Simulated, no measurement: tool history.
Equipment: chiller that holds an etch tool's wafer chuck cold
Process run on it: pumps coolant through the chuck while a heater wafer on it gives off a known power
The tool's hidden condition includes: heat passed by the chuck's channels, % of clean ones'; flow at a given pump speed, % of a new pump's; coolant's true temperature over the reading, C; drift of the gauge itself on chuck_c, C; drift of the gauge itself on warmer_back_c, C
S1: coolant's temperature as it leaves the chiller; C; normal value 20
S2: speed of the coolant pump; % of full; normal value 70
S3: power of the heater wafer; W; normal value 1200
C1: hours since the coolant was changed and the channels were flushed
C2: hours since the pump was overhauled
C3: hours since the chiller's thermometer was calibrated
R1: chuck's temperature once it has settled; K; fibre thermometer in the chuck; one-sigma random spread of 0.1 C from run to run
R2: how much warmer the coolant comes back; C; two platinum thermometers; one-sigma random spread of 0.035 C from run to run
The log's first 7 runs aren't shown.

run	hour	S1	S2	S3	C1	C2	C3	R1	R2
8	993.3	20	70	1787	3438	5359	4549	310.95	9.54
9	1087.7	20	84	1200	3532	5454	4643	303.55	5.35
10	1207.2	20	84	1200	3651	5573	4763	303.55	5.38
11	1343.2	20	84	1200	3787	5709	4899	303.45	5.32
12	1509.1	20	84	1200	3953	5875	5064	303.55	5.36
13	1664.2	20	70	1200	4108	6030	5220	305.15	6.43
14	1815.5	20	70	1200	4260	6181	5371	305.45	6.45
# hour 1825.5: chiller's thermometer calibrated
15	1980.2	20	70	1200	4423	6345	155	305.25	6.38
16	2117.7	20	100	1200	4561	6483	292	301.95	4.52
17	2220.4	11	70	1200	4664	6585	395	296.15	6.44
18	2415.9	11	70	1200	4859	6781	590	296.45	6.44
19	2570.8	15	94	974	5014	6936	745	295.85	3.89
20	2702.1	15	94	974	5145	7067	877	296.05	3.92
21	2810.6	13	100	1200	5254	7175	985	295.15	4.52
22	3002.8	13	100	1200	5446	7368	1177	295.25	4.56
23	3083.6	13	100	1200	5527	7448	1258	295.25	4.58
24	3274.1	13	100	1200	5717	7639	1449	295.35	4.58
25	3451.6	24	72	798	5895	7816	1626	305.15	4.21
26	3638.7	14	72	798	6082	8003	1813	295.25	4.16
27	3769.1	15	94	1647	6212	8134	1944	301.45	6.66
28	3938.2	12	69	1590	6381	8303	2113	302.05	8.78
29	4029.8	20	85	1690	6473	8395	2204	308.05	7.58
30	4132	20	85	1231	6575	8497	2307	304.05	5.57
31	4264.8	24	93	1231	6708	8630	2439	307.45	5.12

Branching from run 31: 5 alternative next runs. What would each branch give?
A	4457.4	24	93	1055	6901	8822	2632	?	?
B	4457.4	15	98	1231	6901	8822	2632	?	?
C	4457.4	29	70	1180	6901	8822	2632	?	?
D	4457.4	11	61	1354	6901	8822	2632	?	?
E	4457.4	27	87	1377	6901	8822	2632	?	?

run	R1	R2
A	306.05	4.39
B	298.15	4.82
C	314.65	6.43
D	300.15	8.41
E	312.25	6.08
With no hidden state in the tool, these same runs would have given:
run	R1	R2
A	304.75	4.1
B	296.75	4.5
C	312.95	6
D	297.95	7.85
E	310.65	5.68
